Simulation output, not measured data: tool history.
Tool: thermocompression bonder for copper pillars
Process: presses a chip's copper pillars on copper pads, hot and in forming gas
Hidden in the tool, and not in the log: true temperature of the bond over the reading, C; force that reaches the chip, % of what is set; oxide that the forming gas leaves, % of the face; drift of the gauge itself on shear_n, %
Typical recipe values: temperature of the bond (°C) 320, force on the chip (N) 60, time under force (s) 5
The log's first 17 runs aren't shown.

run	hour	temperature of the bond (°C)	force on the chip (N)	time under force (s)	hours of work since the heater was calibrated	hours of work since the force cell was calibrated	hours of work since the gas filter was changed	force that shears a chip off (N)
18	956.7	320	60	5	779	59	97	70.5
# hour 1005.8: forming gas filter changed
19	1017.9	320	60	12	814	94	7	91.9
20	1066.6	320	59	3	842	121	35	59.5
21	1117.0	328	54	4	871	150	64	65.3
22	1164.6	328	54	4	898	178	91	64.7
23	1199.2	320	62	12	918	197	111	89.0
# hour 1224.4: forming gas filter changed
24	1238.1	318	66	4	940	219	8	68.6
25	1304.7	327	60	5	978	257	46	74.7

What does the tool deliver on the next run?
26	1347.3	327	60	5	1002	282	70	?

{"run 26": {"force that shears a chip off (N)": 72.8}}
Without the tool's hidden state the same run would have given force that shears a chip off (N) 72.2.
